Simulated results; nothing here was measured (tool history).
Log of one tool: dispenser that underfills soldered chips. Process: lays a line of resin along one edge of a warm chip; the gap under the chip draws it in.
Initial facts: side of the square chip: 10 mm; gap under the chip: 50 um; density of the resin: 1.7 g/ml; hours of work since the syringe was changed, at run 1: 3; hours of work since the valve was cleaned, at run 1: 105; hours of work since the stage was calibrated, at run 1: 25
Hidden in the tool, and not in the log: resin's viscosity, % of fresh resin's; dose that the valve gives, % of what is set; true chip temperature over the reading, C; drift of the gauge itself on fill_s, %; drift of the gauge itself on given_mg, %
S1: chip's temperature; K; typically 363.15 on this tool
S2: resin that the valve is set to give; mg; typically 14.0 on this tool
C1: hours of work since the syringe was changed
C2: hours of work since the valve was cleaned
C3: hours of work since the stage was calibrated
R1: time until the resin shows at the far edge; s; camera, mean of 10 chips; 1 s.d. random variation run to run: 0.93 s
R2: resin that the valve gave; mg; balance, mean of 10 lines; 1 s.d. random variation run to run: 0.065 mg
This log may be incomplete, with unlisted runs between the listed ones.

run,hour,S1,S2,C1,C2,C3,R1,R2
1,0.0,363.15,14.0,3,105,25,105.1,12.75
2,2.3,363.15,14.0,5,107,26,111.9,12.67
# hour 3.7: new syringe of resin
3,6.3,358.15,14.0,2,109,29,128.3,12.73
# hour 9.2: dispensing valve cleaned and set on the balance
4,12.3,363.15,13.1,5,2,32,114.7,13.04
# hour 13.0: new syringe of resin
5,17.7,363.15,13.1,3,5,35,104.1,13.06
# hour 21.7: new syringe of resin
6,22.2,363.15,13.1,0,8,38,91.6,12.93
7,25.9,363.15,14.0,3,11,41,101.8,13.91
8,29.5,363.15,14.0,5,13,43,115.8,13.82
# hour 30.2: new syringe of resin
9,32.3,363.15,14.0,1,15,45,96.7,13.83
10,34.5,363.15,14.0,3,16,46,103.9,13.75
# hour 38.9: new syringe of resin
11,39.5,363.15,14.0,0,19,49,94.3,13.80
12,43.4,363.15,14.0,3,22,52,105.2,13.74
# hour 47.4: new syringe of resin
13,48.2,363.15,17.7,1,25,55,89.4,17.26
14,51.0,363.15,14.3,2,27,57,101.9,13.90
15,53.5,363.15,14.3,4,28,58,109.4,13.86
# hour 55.8: new syringe of resin
16,56.7,363.15,14.3,1,30,60,92.6,13.96
17,59.4,363.15,14.0,2,32,62,101.7,13.57
# hour 64.3: new syringe of resin
18,64.5,363.15,14.0,0,35,65,91.1,13.50
19,69.2,350.15,15.8,3,38,68,194.7,15.25
# hour 72.6: new syringe of resin
20,73.2,349.15,12.4,0,41,71,186.8,12.01
21,75.9,349.15,12.4,2,42,72,205.3,12.00
22,79.8,349.15,12.4,5,45,75,234.7,11.96
# hour 81.2: new syringe of resin
23,83.5,349.15,12.4,2,47,77,198.5,11.90
24,87.1,359.15,14.3,4,50,80,131.9,13.68
# hour 89.8: new syringe of resin
25,90.5,359.15,14.3,0,52,82,112.4,13.65
26,92.9,366.15,12.0,2,53,83,89.0,11.48
# hour 98.1: new syringe of resin
27,98.1,363.15,12.8,0,56,86,90.9,12.12
28,102.8,349.15,14.0,3,59,90,212.9,13.31
# hour 106.7: new syringe of resin
29,108.0,377.15,14.8,1,63,93,50.0,13.95
30,112.5,377.15,14.8,4,66,96,57.1,13.96
# hour 115.3: new syringe of resin
31,115.8,362.15,17.4,0,68,98,94.8,16.20
32,120.1,362.15,17.4,3,71,101,109.8,16.28
# hour 123.7: new syringe of resin
33,124.2,352.15,16.8,0,73,103,161.6,15.67
34,129.0,356.15,16.8,3,76,106,154.7,15.72
35,131.6,353.15,13.7,5,78,108,196.4,12.70

What if the next run were any one of these 3? Each begins from the tool's condition after run 35:
# hour 132.2: new syringe of resin
A,135.6,375.15,13.3,2,80,110,?,?
# hour 132.2: new syringe of resin
B,135.6,351.15,14.9,2,80,110,?,?
# hour 132.2: new syringe of resin
C,135.6,373.15,15.8,2,80,110,?,?

run,R1,R2
A,59.6,12.22
B,180.1,13.72
C,62.4,14.59
The same runs, with their run-to-run variation unchanged, on a tool lacking any hidden condition would have given:
run,R1,R2
A,51.5,13.16
B,155.8,14.78
C,54.3,15.71
